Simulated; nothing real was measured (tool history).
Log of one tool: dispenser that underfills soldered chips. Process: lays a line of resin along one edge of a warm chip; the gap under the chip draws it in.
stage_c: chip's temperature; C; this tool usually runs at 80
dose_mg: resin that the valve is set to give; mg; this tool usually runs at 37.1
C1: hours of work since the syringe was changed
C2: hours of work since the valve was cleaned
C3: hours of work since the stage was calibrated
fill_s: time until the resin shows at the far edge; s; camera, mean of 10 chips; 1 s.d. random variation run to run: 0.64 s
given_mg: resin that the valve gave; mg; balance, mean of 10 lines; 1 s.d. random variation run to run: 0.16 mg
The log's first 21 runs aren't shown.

At day 8.662: new syringe of resin.
Run 22, day 8.829: usual settings but stage_c 77 C, dose_mg 34 mg; C1 3; C2 26; C3 185. Result: fill_s 74.1 s, given_mg 33.29 mg.
Run 23, day 9.088: usual settings but stage_c 92 C; C1 8; C2 31; C3 189. Result: fill_s 55.4 s, given_mg 35.97 mg.
At day 9.212: new syringe of resin.
Run 24, day 9.358: usual settings but stage_c 73 C, dose_mg 32.9 mg; C1 3; C2 36; C3 194. Result: fill_s 82.6 s, given_mg 32.36 mg.
At day 9.758: new syringe of resin.
Run 25, day 9.833: usual settings but dose_mg 33.7 mg; C1 1; C2 44; C3 203. Result: fill_s 60.1 s, given_mg 32.72 mg.
Run 26, day 10.121: usual settings but dose_mg 33.7 mg; C1 7; C2 50; C3 208. Result: fill_s 78.4 s, given_mg 32.72 mg.
At day 10.325: new syringe of resin.
Run 27, day 10.475: usual settings but stage_c 69 C, dose_mg 42.3 mg; C1 3; C2 56; C3 214. Result: fill_s 89.9 s, given_mg 40.94 mg.
At day 10.888: new syringe of resin.
Run 28, day 11.008: usual settings but stage_c 79 C, dose_mg 40.5 mg; C1 2; C2 66; C3 224. Result: fill_s 62.8 s, given_mg 38.44 mg.
Run 29, day 11.321: usual settings but stage_c 74 C, dose_mg 35.6 mg; C1 8; C2 71; C3 230. Result: fill_s 100.6 s, given_mg 34.16 mg.
At day 11.479: new syringe of resin.
Run 30, day 11.633: usual settings but stage_c 74 C, dose_mg 35.6 mg; C1 3; C2 77; C3 235. Result: fill_s 80.2 s, given_mg 33.81 mg.
At day 12.029: new syringe of resin.
Run 31, day 12.179: usual settings but stage_c 74 C, dose_mg 44.4 mg; C1 3; C2 87; C3 245. Result: fill_s 75.8 s, given_mg 41.64 mg.
Run 32, day 12.542: usual settings but stage_c 90 C, dose_mg 33.6 mg; C1 9; C2 93; C3 252. Result: fill_s 67 s, given_mg 31.66 mg.
At day 12.596: new syringe of resin.
At day 12.671: dispensing valve cleaned and set on the balance.
Run 33, day 12.917: usual settings but stage_c 90 C, dose_mg 33.6 mg; C1 5; C2 5; C3 258. Result: fill_s 52.7 s, given_mg 33.85 mg.
At day 13.212: new syringe of resin.
Run 34, day 13.383: usual settings but stage_c 90 C, dose_mg 33.6 mg; C1 3; C2 13; C3 266. Result: fill_s 48.2 s, given_mg 33.49 mg.
Run 35, day 13.7: usual settings but stage_c 79 C; C1 9; C2 19; C3 272. Result: fill_s 87.2 s, given_mg 37.12 mg.
At day 13.771: new syringe of resin.
Run 36, day 14.271: usual settings but stage_c 81 C, dose_mg 38 mg; C1 9; C2 29; C3 283. Result: fill_s 80.5 s, given_mg 37.46 mg.

Forecast each of these 3 alternatives for the next run:
At day 14.317: new syringe of resin.
Run A, day 14.812: usual settings but stage_c 70 C, dose_mg 37.8 mg; C1 9; C2 39; C3 292. Result: fill_s ?, given_mg ?.
At day 14.317: new syringe of resin.
Run B, day 14.812: usual settings but stage_c 75 C, dose_mg 46.1 mg; C1 9; C2 39; C3 292. Result: fill_s ?, given_mg ?.
At day 14.317: new syringe of resin.
Run C, day 14.812: usual settings but stage_c 77 C, dose_mg 44.6 mg; C1 9; C2 39; C3 292. Result: fill_s ?, given_mg ?.

run  fill_s  given_mg
  A   121.8     37.11
  B    96.6     45.19
  C    91.4     43.82
Take away the tool's hidden state, keep each run's random variation, and the runs would have read:
run  fill_s  given_mg
  A      80     37.93
  B    63.2     46.19
  C      60     44.79

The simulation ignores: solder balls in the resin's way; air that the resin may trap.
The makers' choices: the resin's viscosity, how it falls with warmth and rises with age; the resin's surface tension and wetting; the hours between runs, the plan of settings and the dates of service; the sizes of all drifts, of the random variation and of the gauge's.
